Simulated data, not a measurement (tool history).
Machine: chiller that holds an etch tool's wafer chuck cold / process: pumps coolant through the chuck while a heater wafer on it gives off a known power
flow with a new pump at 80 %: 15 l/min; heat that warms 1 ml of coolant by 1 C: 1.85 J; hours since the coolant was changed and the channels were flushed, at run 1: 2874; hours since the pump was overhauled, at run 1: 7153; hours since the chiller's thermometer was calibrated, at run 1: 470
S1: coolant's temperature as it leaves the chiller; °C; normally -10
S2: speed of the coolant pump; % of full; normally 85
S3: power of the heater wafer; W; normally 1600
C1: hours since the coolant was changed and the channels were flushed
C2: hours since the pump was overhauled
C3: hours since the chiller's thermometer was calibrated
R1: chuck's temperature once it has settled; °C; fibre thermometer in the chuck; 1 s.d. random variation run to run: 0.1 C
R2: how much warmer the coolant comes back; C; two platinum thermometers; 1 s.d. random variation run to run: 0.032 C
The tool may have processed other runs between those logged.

run    hour   S1  S2    S3    C1    C2    C3    R1    R2
  1       0  -10  85  1600  2874  7153   470     6  3.74
  2     127  -10  85  1600  3001  7280   597   6.3  3.73
  3   210.2  -10  85  1600  3084  7364   680   6.3  3.74
  4   374.9  -10  85  1600  3249  7528   845   6.6  3.76
  5   472.4   -9  85  1600  3347  7626   942   7.6  3.71
  6   608.5  -10  85  1600  3483  7762  1078   6.9  3.78
  7   711.2  -10  85  1600  3585  7865  1181   7.1  3.79
  8   821.5  -10  85  1600  3696  7975  1291   7.1  3.76
  9   961.2  -10  85  1600  3835  8115  1431   7.1  3.78
 10  1104.2  -10  68  1600  3978  8258  1574   9.8  4.88
 11  1290.3  -10  85  1600  4164  8444  1760   7.6  3.84
 12    1468  -10  85  1600  4342  8621  1938   7.9  3.88
     1557.3  -- coolant changed, channels flushed
 13  1637.8  -10  85  1600    80  8785  2102   4.7  3.86
     1654.7  -- coolant pump overhauled
 14  1837.9   -4  85  1600   276   183  2297    12  4.42
     2002.1  -- coolant pump overhauled, once more
 15  2023.1   -4  85  1600   456    21  2477   9.8  3.32
 16  2183.6   -7  85  1600   616   181  2637   6.9  3.26
 17  2322.5  -10  91  1099   755   320  2776  -0.6  2.08
 18  2407.5  -10  91  1733   840   405  2861   4.6   3.3
 19  2586.2   -7  69  1455  1019   584  3040   7.9   3.8
 20  2713.9  -10  87  2275  1147   712  3168   9.9  4.55
 21  2874.8  -10  88  2194  1307   873  3329   9.3  4.39
 22  2967.1   -7  85  2139  1400   965  3421  12.6  4.47
 23  3087.6  -10  98  1600  1520  1085  3541   3.7  2.82
 24    3186  -10  98  1600  1619  1184  3640   3.5  2.82
 25  3320.7   -3  86  2101  1753  1319  3775  16.3  4.32
 26  3495.5  -10  85  1339  1928  1493  3949   2.6  2.83
 27  3648.4  -13  94  1339  2081  1646  4102  -0.9   2.5
 28  3821.8  -13  94  1339  2255  1820  4276  -0.7  2.56
 29  3991.7  -13  94  1339  2424  1990  4446  -0.8  2.57
 30  4107.5   -7  91  1018  2540  2105  4561   2.8  1.98
 31  4304.8  -10  66  1164  2737  2303  4759   3.6   3.3

Hidden state at the last listed run before each entry between runs and at the first one after, where it differs:
Between runs 12 and 13: coolant changed, channels flushed (hour 1557.3)
  heat passed by the chuck's channels, % of clean ones': 80.4 -> 99.6; flow at a given pump speed, % of a new pump's: 84.4 -> 84; coolant's true temperature over the reading, C: 0.24 -> 0.27
  the result without the hidden state subtracted from the measured one, R1: +4.6 -> +1.6 °C; R2: +0.59 -> +0.61 C
Between runs 13 and 14: coolant pump overhauled (hour 1654.7)
  heat passed by the chuck's channels, % of clean ones': 99.6 -> 98.7; flow at a given pump speed, % of a new pump's: 84 -> 73.3; coolant's true temperature over the reading, C: 0.27 -> 0.29
  the result without the hidden state subtracted from the measured one, R1: +1.6 -> +2.9 °C; R2: +0.61 -> +1.17 C
Between runs 14 and 15: coolant pump overhauled, once more (hour 2002.1)
  heat passed by the chuck's channels, % of clean ones': 98.7 -> 97.9; flow at a given pump speed, % of a new pump's: 73.3 -> 99.7; coolant's true temperature over the reading, C: 0.29 -> 0.32
  the result without the hidden state subtracted from the measured one, R1: +2.9 -> +0.5 °C; R2: +1.17 -> +0.01 C
